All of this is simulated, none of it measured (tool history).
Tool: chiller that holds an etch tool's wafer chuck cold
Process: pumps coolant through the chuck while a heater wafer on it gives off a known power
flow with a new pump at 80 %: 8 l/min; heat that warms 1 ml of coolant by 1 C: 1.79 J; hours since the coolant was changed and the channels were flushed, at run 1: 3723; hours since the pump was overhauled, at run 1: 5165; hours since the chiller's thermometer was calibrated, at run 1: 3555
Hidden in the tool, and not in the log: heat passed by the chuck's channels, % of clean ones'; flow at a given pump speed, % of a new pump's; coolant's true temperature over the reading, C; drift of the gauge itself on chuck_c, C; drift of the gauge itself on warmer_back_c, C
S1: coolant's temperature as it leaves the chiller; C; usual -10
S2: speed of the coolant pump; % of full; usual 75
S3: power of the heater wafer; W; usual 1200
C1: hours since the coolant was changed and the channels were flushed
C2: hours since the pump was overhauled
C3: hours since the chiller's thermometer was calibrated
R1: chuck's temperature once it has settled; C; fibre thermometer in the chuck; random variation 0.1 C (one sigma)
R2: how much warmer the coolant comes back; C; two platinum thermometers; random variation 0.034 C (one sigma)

{"run": 1, "hour": 0.0, "S1": -10, "S2": 75, "S3": 1200, "C1": 3723, "C2": 5165, "C3": 3555, "R1": 1.1, "R2": 5.65}
{"run": 2, "hour": 95.5, "S1": -10, "S2": 75, "S3": 1200, "C1": 3818, "C2": 5261, "C3": 3650, "R1": 1.1, "R2": 5.64}
{"run": 3, "hour": 227.1, "S1": -10, "S2": 75, "S3": 1200, "C1": 3950, "C2": 5392, "C3": 3782, "R1": 1.3, "R2": 5.63}
{"run": 4, "hour": 353.0, "S1": -10, "S2": 75, "S3": 1200, "C1": 4076, "C2": 5518, "C3": 3908, "R1": 1.1, "R2": 5.74}
{"run": 5, "hour": 502.4, "S1": -10, "S2": 75, "S3": 1200, "C1": 4225, "C2": 5668, "C3": 4057, "R1": 1.3, "R2": 5.71}
{"run": 6, "hour": 584.6, "S1": -10, "S2": 75, "S3": 1357, "C1": 4307, "C2": 5750, "C3": 4139, "R1": 2.8, "R2": 6.45}
{"run": 7, "hour": 710.5, "S1": -10, "S2": 75, "S3": 1357, "C1": 4433, "C2": 5876, "C3": 4265, "R1": 2.9, "R2": 6.46}
{"run": 8, "hour": 851.2, "S1": -10, "S2": 75, "S3": 1357, "C1": 4574, "C2": 6016, "C3": 4406, "R1": 3, "R2": 6.49}
{"run": 9, "hour": 950.1, "S1": -10, "S2": 75, "S3": 1200, "C1": 4673, "C2": 6115, "C3": 4505, "R1": 1.5, "R2": 5.74}
{"run": 10, "hour": 1061.3, "S1": -10, "S2": 75, "S3": 1200, "C1": 4784, "C2": 6227, "C3": 4616, "R1": 1.5, "R2": 5.74}
{"run": 11, "hour": 1199.3, "S1": -10, "S2": 75, "S3": 1200, "C1": 4922, "C2": 6365, "C3": 4754, "R1": 1.6, "R2": 5.76}
{"run": 12, "hour": 1285.9, "S1": -10, "S2": 75, "S3": 1200, "C1": 5009, "C2": 6451, "C3": 4841, "R1": 1.9, "R2": 5.82}
{"run": 13, "hour": 1383.6, "S1": -10, "S2": 95, "S3": 1200, "C1": 5106, "C2": 6549, "C3": 4938, "R1": -0.4, "R2": 4.6}
{"run": 14, "hour": 1508.3, "S1": -10, "S2": 75, "S3": 1200, "C1": 5231, "C2": 6674, "C3": 5063, "R1": 1.6, "R2": 5.86}
{"run": 15, "hour": 1656.6, "S1": -10, "S2": 75, "S3": 1200, "C1": 5379, "C2": 6822, "C3": 5211, "R1": 2, "R2": 5.81}
{"run": 16, "hour": 1815.2, "S1": -10, "S2": 75, "S3": 1200, "C1": 5538, "C2": 6981, "C3": 5370, "R1": 1.9, "R2": 5.81}
{"hour": 1869.0, "done": "coolant changed, channels flushed"}
{"run": 17, "hour": 1958.0, "S1": -6, "S2": 75, "S3": 1200, "C1": 89, "C2": 7117, "C3": 5507, "R1": 3.9, "R2": 5.81}
{"hour": 2073.1, "done": "chiller's thermometer calibrated"}
{"run": 18, "hour": 2144.1, "S1": -6, "S2": 75, "S3": 1200, "C1": 274, "C2": 7302, "C3": 71, "R1": 4.7, "R2": 5.88}
{"run": 19, "hour": 2240.0, "S1": -6, "S2": 75, "S3": 767, "C1": 370, "C2": 7398, "C3": 167, "R1": 0.7, "R2": 3.77}
{"run": 20, "hour": 2341.0, "S1": -1, "S2": 90, "S3": 767, "C1": 471, "C2": 7499, "C3": 268, "R1": 5.1, "R2": 3.19}
{"run": 21, "hour": 2492.5, "S1": -10, "S2": 67, "S3": 1034, "C1": 622, "C2": 7651, "C3": 419, "R1": 0.1, "R2": 5.67}
{"run": 22, "hour": 2575.1, "S1": -17, "S2": 78, "S3": 1200, "C1": 705, "C2": 7733, "C3": 502, "R1": -6.4, "R2": 5.69}
{"run": 23, "hour": 2665.4, "S1": -14, "S2": 75, "S3": 657, "C1": 795, "C2": 7824, "C3": 592, "R1": -8.1, "R2": 3.24}
{"run": 24, "hour": 2806.4, "S1": -20, "S2": 75, "S3": 675, "C1": 936, "C2": 7965, "C3": 733, "R1": -14, "R2": 3.28}
{"run": 25, "hour": 2921.2, "S1": -20, "S2": 81, "S3": 1428, "C1": 1051, "C2": 8080, "C3": 848, "R1": -7.8, "R2": 6.63}
{"run": 26, "hour": 3002.4, "S1": -5, "S2": 81, "S3": 1200, "C1": 1132, "C2": 8161, "C3": 929, "R1": 5.3, "R2": 5.55}
{"run": 27, "hour": 3174.9, "S1": -5, "S2": 81, "S3": 1200, "C1": 1305, "C2": 8333, "C3": 1102, "R1": 5.2, "R2": 5.48}
{"run": 28, "hour": 3315.5, "S1": -2, "S2": 93, "S3": 663, "C1": 1445, "C2": 8474, "C3": 1242, "R1": 3, "R2": 2.73}
{"run": 29, "hour": 3451.4, "S1": -1, "S2": 93, "S3": 663, "C1": 1581, "C2": 8610, "C3": 1378, "R1": 4.1, "R2": 2.71}
{"run": 30, "hour": 3557.9, "S1": -8, "S2": 62, "S3": 847, "C1": 1688, "C2": 8716, "C3": 1485, "R1": 1, "R2": 5.08}
{"run": 31, "hour": 3724.0, "S1": -10, "S2": 86, "S3": 1200, "C1": 1854, "C2": 8882, "C3": 1651, "R1": 0, "R2": 5.27}

How the hidden state differs across the entries between the runs, from the last listed run before each to the first after it:
Between runs 16 and 17: coolant changed, channels flushed (hour 1869)
  heat passed by the chuck's channels, % of clean ones': 78.1 -> 99.1; flow at a given pump speed, % of a new pump's: 91.6 -> 91.4; coolant's true temperature over the reading, C: -0.67 -> -0.68
  measured less the result without the state, R1: +2.1 -> +0.2 C; R2: +0.49 -> +0.5 C
Between runs 17 and 18: chiller's thermometer calibrated (hour 2073.1)
  heat passed by the chuck's channels, % of clean ones': 99.1 -> 98.4; flow at a given pump speed, % of a new pump's: 91.4 -> 91.1; coolant's true temperature over the reading, C: -0.68 -> -0.05
  measured less the result without the state, R1: +0.2 -> +0.9 C; R2: +0.5 -> +0.53 C

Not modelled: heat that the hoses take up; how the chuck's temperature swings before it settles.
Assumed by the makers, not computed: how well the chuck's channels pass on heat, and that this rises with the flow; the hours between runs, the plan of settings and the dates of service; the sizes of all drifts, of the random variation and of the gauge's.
